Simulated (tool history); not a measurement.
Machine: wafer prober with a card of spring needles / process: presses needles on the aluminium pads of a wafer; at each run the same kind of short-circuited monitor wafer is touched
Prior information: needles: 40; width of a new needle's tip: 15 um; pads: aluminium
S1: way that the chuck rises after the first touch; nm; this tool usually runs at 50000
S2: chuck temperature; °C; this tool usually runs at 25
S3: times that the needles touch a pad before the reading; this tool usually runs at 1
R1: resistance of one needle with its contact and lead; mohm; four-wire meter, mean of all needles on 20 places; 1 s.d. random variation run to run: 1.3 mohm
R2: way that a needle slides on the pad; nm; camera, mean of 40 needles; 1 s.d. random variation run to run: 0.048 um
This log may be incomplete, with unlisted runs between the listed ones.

{"run": 1, "hour": 0.0, "S1": 50000, "S2": 25, "S3": 1, "R1": 183, "R2": 6910}
{"run": 2, "hour": 15.6, "S1": 50000, "S2": 25, "S3": 1, "R1": 116, "R2": 6890}
{"run": 3, "hour": 39.8, "S1": 50000, "S2": 25, "S3": 1, "R1": 123, "R2": 6940}
{"run": 4, "hour": 64.8, "S1": 50000, "S2": 25, "S3": 1, "R1": 134, "R2": 6800}
{"run": 5, "hour": 79.0, "S1": 50000, "S2": 25, "S3": 1, "R1": 193, "R2": 6890}
{"run": 6, "hour": 106.7, "S1": 50000, "S2": 25, "S3": 1, "R1": 190, "R2": 6850}
{"run": 7, "hour": 123.8, "S1": 50000, "S2": 25, "S3": 1, "R1": 186, "R2": 6870}
{"run": 8, "hour": 143.0, "S1": 41000, "S2": 118, "S3": 3, "R1": 151, "R2": 5560}
{"run": 9, "hour": 157.7, "S1": 41000, "S2": 89, "S3": 2, "R1": 186, "R2": 5550}
{"run": 10, "hour": 169.7, "S1": 41000, "S2": 89, "S3": 2, "R1": 172, "R2": 5860}
{"run": 11, "hour": 193.3, "S1": 69000, "S2": 87, "S3": 1, "R1": 154, "R2": 9760}
{"run": 12, "hour": 216.5, "S1": 50000, "S2": 25, "S3": 2, "R1": 149, "R2": 7080}
{"run": 13, "hour": 229.4, "S1": 50000, "S2": 25, "S3": 2, "R1": 159, "R2": 7100}
{"run": 14, "hour": 243.1, "S1": 69000, "S2": 86, "S3": 3, "R1": 127, "R2": 9690}

Missing from the log above: 11 entries noted between runs. For each, name the pair of listed runs it sits between and say how the tool's hidden condition differs from the listed run just before to the listed run just after:
Between runs 1 and 2: tips cleaned on abrasive film (hour 15.6)
  debris on the tips, nm: 167.3 -> 21.8; way that the needles fall short of the set height, um: 1.26 -> 1.35; tips' diameter, um: 15.44 -> 15.47
  measured minus no-state result, R1: +76 -> +10 mohm; R2: -180 -> -190 nm
Between runs 2 and 3: tips cleaned on abrasive film (hour 39.0)
  debris on the tips, nm: 21.8 -> 40.1; way that the needles fall short of the set height, um: 1.35 -> 1.46; tips' diameter, um: 15.47 -> 15.51
  measured minus no-state result, R1: +10 -> +18 mohm; R2: -190 -> -200 nm
Between runs 3 and 4: tips cleaned on abrasive film (hour 63.2)
  debris on the tips, nm: 40.1 -> 60.6; way that the needles fall short of the set height, um: 1.46 -> 1.55; tips' diameter, um: 15.51 -> 15.54
  measured minus no-state result, R1: +18 -> +29 mohm; R2: -200 -> -220 nm
Between runs 5 and 6: tips cleaned on abrasive film (hour 88.0)
  debris on the tips, nm: 189.1 -> 190.7; way that the needles fall short of the set height, um: 1.55 -> 1.66; tips' diameter, um: 15.54 -> 15.58
  measured minus no-state result, R1: +87 -> +87 mohm; R2: -220 -> -240 nm
Between runs 6 and 7: tips cleaned on abrasive film (hour 113.1)
  debris on the tips, nm: 190.7 -> 173.8; way that the needles fall short of the set height, um: 1.66 -> 1.74; tips' diameter, um: 15.58 -> 15.61
  measured minus no-state result, R1: +87 -> +80 mohm; R2: -240 -> -250 nm
Between runs 7 and 8: tips cleaned on abrasive film (hour 136.7)
  debris on the tips, nm: 173.8 -> 147; way that the needles fall short of the set height, um: 1.74 -> 1.83; tips' diameter, um: 15.61 -> 15.64
  measured minus no-state result, R1: +80 -> +31 mohm; R2: -250 -> -260 nm
Between runs 9 and 10: tips cleaned on abrasive film (hour 160.2); height of the first contact set anew (hour 160.5)
  debris on the tips, nm: 192.8 -> 166; way that the needles fall short of the set height, um: 1.83 -> 0; tips' diameter, um: 15.64 -> 15.68
  measured minus no-state result, R1: +71 -> +56 mohm; R2: -260 -> +0 nm
Between runs 10 and 11: tips cleaned on abrasive film (hour 184.2)
  debris on the tips, nm: 166 -> 166.3; way that the needles fall short of the set height, um: 0 -> 0.09; tips' diameter, um: 15.68 -> 15.72
  measured minus no-state result, R1: +56 -> +40 mohm; R2: +0 -> -10 nm
Between runs 11 and 12: tips cleaned on abrasive film (hour 207.9)
  debris on the tips, nm: 166.3 -> 172.2; way that the needles fall short of the set height, um: 0.09 -> 0.18; tips' diameter, um: 15.72 -> 15.75
  measured minus no-state result, R1: +40 -> +46 mohm; R2: -10 -> -20 nm
Between runs 13 and 14: tips cleaned on abrasive film (hour 231.3)
  debris on the tips, nm: 192.9 -> 178.5; way that the needles fall short of the set height, um: 0.18 -> 0.25; tips' diameter, um: 15.75 -> 15.77
  measured minus no-state result, R1: +52 -> +15 mohm; R2: -30 -> -40 nm
